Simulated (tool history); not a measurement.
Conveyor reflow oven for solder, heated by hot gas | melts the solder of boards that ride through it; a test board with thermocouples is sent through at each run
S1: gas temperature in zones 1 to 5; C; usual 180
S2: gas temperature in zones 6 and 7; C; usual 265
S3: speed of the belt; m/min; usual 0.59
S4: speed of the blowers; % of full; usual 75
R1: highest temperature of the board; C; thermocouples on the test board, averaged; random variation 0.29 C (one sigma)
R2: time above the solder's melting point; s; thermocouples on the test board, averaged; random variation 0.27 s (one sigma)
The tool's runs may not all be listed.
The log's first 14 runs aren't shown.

run    hour   S1   S2     S3  S4     R1    R2
 15   803.2  180  254   0.59  84  242.1  48.1
      811.8  -- flux residue cleaned out of gas plates and filters
 16   892.5  187  265   0.59  75  252.6  58.9
 17   966.5  187  263  0.687  68  245.2  44.1
     1010.3  -- thermocouples of zones 6 and 7 changed
 18  1050.9  181  255  0.569  60  240.6    48
 19  1129.2  180  274   0.67  74  253.5  48.9
 20  1210.6  186  263   0.59  67  247.9    55
 21  1262.8  186  263   0.59  67  247.9  55.3
     1339.5  -- flux residue cleaned out of gas plates and filters
 22  1345.6  182  265   0.51  75  255.3  69.5
 23  1430.5  180  266   0.59  75  252.3  56.2
 24  1496.4  180  266   0.59  75  251.6  56.1
 25  1560.6  180  266   0.59  75  252.4  55.5
 26  1639.3  179  275   0.59  75  259.6  59.9
 27  1704.2  179  275   0.59  75  258.5  59.9
 28  1747.7  180  265   0.59  61  247.3  51.8
 29  1806.9  176  274  0.511  61  259.4  68.3
     1863.6  -- flux residue cleaned out of gas plates and filters
 30  1884.4  176  274  0.511  61  260.5  70.4

Forecast each of these 3 alternatives for the next run:
  A  1952.9  177  274  0.572  52   ?   ?
  B  1952.9  173  274  0.532  85   ?   ?
  C  1952.9  180  265  0.579  75   ?   ?

run     R1    R2
  A  254.3  57.7
  B  263.4  67.8
  C  252.4  58.3
Without the tool's hidden state the same runs would have given:
run     R1    R2
  A  253.2  55.7
  B  262.6  65.9
  C  251.6  56.5

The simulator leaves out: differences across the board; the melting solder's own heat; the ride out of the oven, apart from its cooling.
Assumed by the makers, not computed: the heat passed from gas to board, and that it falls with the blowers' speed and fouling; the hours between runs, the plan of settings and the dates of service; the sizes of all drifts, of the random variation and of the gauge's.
